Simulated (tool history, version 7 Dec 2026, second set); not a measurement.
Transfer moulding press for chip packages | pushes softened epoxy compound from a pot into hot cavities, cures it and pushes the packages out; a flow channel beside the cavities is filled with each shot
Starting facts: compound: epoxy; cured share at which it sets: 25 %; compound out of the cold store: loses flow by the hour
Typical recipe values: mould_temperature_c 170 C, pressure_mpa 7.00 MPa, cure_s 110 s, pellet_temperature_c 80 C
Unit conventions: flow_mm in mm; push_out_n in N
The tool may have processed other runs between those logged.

run   hour  mould_temperature_c  pressure_mpa  cure_s  pellet_temperature_c  incoming compound's hours out of the cold store  flow_mm  push_out_n
  1    0.0                  170          7.00     110                    80                                             38.0      747         185
  2    8.5                  170          7.00     110                    90                                             40.1      738         207
  3   15.0                  170          7.00     110                    90                                             14.4      845         244
  4   23.0                  170          7.00     110                    90                                             15.8      833         270
  5   29.3                  170          7.00     110                    90                                             36.2      744         252
  6   38.6                  170          7.00     110                    83                                             33.6      757         292
      48.2  -- cavities cleaned with cleaning compound and waxed
  7   48.5                  170          7.00     110                    82                                             19.5      809         187
  8   54.1                  170          7.00     110                    82                                             26.4      790         203
  9   61.1                  170          7.00     110                    82                                             18.0      817         231
 10   66.8                  170          7.00     110                    82                                             19.7      802         247
 11   71.2                  170          7.00     110                    78                                             20.5      810         259
 12   79.3                  170          7.00     110                    78                                             47.4      687         270
 13   83.6                  170          7.00     110                    78                                             42.7      704         274
 14   88.7                  170          7.00     110                    78                                             34.5      745         287
      96.3  -- cavities cleaned with cleaning compound and waxed
 15   96.6                  170          7.00     110                    78                                             35.7      746         181
 16  102.9                  170          7.00     110                    78                                             35.1      738         206
 17  106.9                  170          7.00     110                    78                                             38.4      722         224
 18  111.5                  170          7.00     110                    78                                             10.9      819         235
 19  117.7                  177          7.00     106                    78                                             12.0      809         238
 20  125.0                  178          6.17     126                    84                                             39.6      657         224
 21  134.0                  170          7.00     110                    80                                             43.4      700         278
 22  138.1                  165          7.00     110                    80                                             42.2      723         355
     144.4  -- cavities cleaned with cleaning compound and waxed
 23  146.9                  165          7.00     110                    80                                             23.7      790         233
 24  154.6                  165          7.00     110                    80                                             41.7      717         265
 25  163.4                  165          7.00     110                    80                                             13.6      836         311
 26  170.6                  175          5.54     100                    90                                             14.1      700         238
 27  175.3                  162          7.00     140                    80                                             19.6      815         293
 28  182.9                  162          7.00     140                    80                                             25.1      805         309
 29  187.6                  170          5.90     105                    80                                             30.0      665         299

Below, some changes in flow_mm between adjacent runs. For each, the amount present without the hidden state too (settings, incoming material, random variation) and the amount remaining for the hidden state with gauge scatter not shared by both compared results:
The tool's hidden condition here consists of: true mould temperature over the reading, C; pressure that reaches the compound, % of what is set; grip of the stained cavities, % over clean ones'; drift of the gauge itself on flow_mm, %; drift of the gauge itself on push_out_n, %.
Run 19 -> 20: mould_temperature_c 177 -> 178, pressure_mpa 7.00 -> 6.17, cure_s 106 -> 126, pellet_temperature_c 78 -> 84. flow_mm -152 mm: hidden state +9, all else -161.
Run 24 -> 25: settings left as they were, no log entry in between. flow_mm +119 mm: hidden state -11, all else +130.
Run 26 -> 27: mould_temperature_c 175 -> 162, pressure_mpa 5.54 -> 7.00, cure_s 100 -> 140, pellet_temperature_c 90 -> 80. flow_mm +115 mm: hidden state -10, all else +125.
Run 28 -> 29: mould_temperature_c 162 -> 170, pressure_mpa 7.00 -> 5.90, cure_s 140 -> 105. flow_mm -140 mm: hidden state +10, all else -150.

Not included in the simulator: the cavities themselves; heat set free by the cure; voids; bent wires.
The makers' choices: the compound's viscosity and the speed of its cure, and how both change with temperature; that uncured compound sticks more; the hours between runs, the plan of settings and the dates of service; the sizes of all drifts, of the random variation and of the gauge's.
